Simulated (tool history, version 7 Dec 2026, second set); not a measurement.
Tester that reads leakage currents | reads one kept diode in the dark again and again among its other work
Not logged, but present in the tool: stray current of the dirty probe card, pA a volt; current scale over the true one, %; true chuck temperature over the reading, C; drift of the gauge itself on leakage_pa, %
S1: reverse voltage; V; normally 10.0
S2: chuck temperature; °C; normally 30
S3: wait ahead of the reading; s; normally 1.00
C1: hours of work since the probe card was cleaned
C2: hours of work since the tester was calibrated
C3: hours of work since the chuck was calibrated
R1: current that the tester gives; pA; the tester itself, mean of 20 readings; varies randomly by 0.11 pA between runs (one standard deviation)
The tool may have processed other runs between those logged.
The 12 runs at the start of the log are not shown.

Run 13, hour 247.3: usual settings; C1 1535; C2 233; C3 429. Result: R1 45.49 pA.
Run 14, hour 261.6: usual settings; C1 1543; C2 241; C3 437. Result: R1 45.69 pA.
At hour 265.6: chuck's temperature calibrated.
Run 15, hour 288.5: usual settings but S1 2.7 V; C1 1557; C2 256; C3 13. Result: R1 20.98 pA.
Run 16, hour 315.4: usual settings but S2 40 °C, S3 1.26 s; C1 1573; C2 271; C3 29. Result: R1 97.66 pA.
Run 17, hour 336.6: usual settings but S1 2.7 V, S2 36 °C, S3 2.26 s; C1 1585; C2 284; C3 41. Result: R1 34.19 pA.
Run 18, hour 366.3: usual settings but S1 1.0 V, S2 34 °C, S3 4.67 s; C1 1602; C2 301; C3 58. Result: R1 16.78 pA.
Run 19, hour 383.8: usual settings but S1 5.1 V, S2 34 °C, S3 4.67 s; C1 1612; C2 311; C3 68. Result: R1 41.66 pA.
At hour 389.9: chuck's temperature calibrated, once more.
Run 20, hour 398.1: usual settings but S1 11.4 V, S3 8.31 s; C1 1620; C2 318; C3 5. Result: R1 46.18 pA.
Run 21, hour 422.2: usual settings but S1 14.4 V, S2 60 °C; C1 1633; C2 332; C3 19. Result: R1 503.99 pA.
Run 22, hour 449.9: usual settings but S1 14.4 V, S2 60 °C; C1 1649; C2 348; C3 35. Result: R1 503.29 pA.
Run 23, hour 465.7: usual settings but S1 14.4 V, S2 60 °C; C1 1659; C2 357; C3 44. Result: R1 505.67 pA.
Run 24, hour 493.1: usual settings but S1 1.6 V, S2 21 °C, S3 0.45 s; C1 1674; C2 373; C3 60. Result: R1 7.42 pA.
Run 25, hour 522.5: usual settings but S3 1.21 s; C1 1691; C2 390; C3 76. Result: R1 43.75 pA.
Run 26, hour 541.1: usual settings but S3 1.21 s; C1 1702; C2 400; C3 87. Result: R1 44.17 pA.
Run 27, hour 567.8: usual settings but S3 0.82 s; C1 1717; C2 416; C3 103. Result: R1 44.64 pA.
Run 28, hour 582.5: usual settings but S3 0.82 s; C1 1726; C2 424; C3 111. Result: R1 44.86 pA.
Run 29, hour 601.9: usual settings but S2 31 °C, S3 0.82 s; C1 1737; C2 435; C3 122. Result: R1 48.12 pA.
Run 30, hour 626.1: usual settings but S1 2.8 V; C1 1751; C2 449; C3 136. Result: R1 20.24 pA.

Below are 4 alternative next runs, each starting from the tool's condition after run 30. Predict each:
Run A, hour 640.8: usual settings but S1 10.1 V, S2 36 °C; C1 1760; C2 458; C3 145. Result: R1 ?.
Run B, hour 640.8: usual settings but S1 5.0 V, S3 0.31 s; C1 1760; C2 458; C3 145. Result: R1 ?.
Run C, hour 640.8: usual settings but S2 33 °C, S3 0.46 s; C1 1760; C2 458; C3 145. Result: R1 ?.
Run D, hour 640.8: usual settings but S1 6.8 V, S2 26 °C, S3 3.26 s; C1 1760; C2 458; C3 145. Result: R1 ?.

run     R1
  A  68.78
  B  30.11
  C  56.47
  D  26.31
Stripped of hidden state, with their random variation kept, the same runs would have yielded:
run     R1
  A  57.03
  B  24.30
  C  44.88
  D  18.56

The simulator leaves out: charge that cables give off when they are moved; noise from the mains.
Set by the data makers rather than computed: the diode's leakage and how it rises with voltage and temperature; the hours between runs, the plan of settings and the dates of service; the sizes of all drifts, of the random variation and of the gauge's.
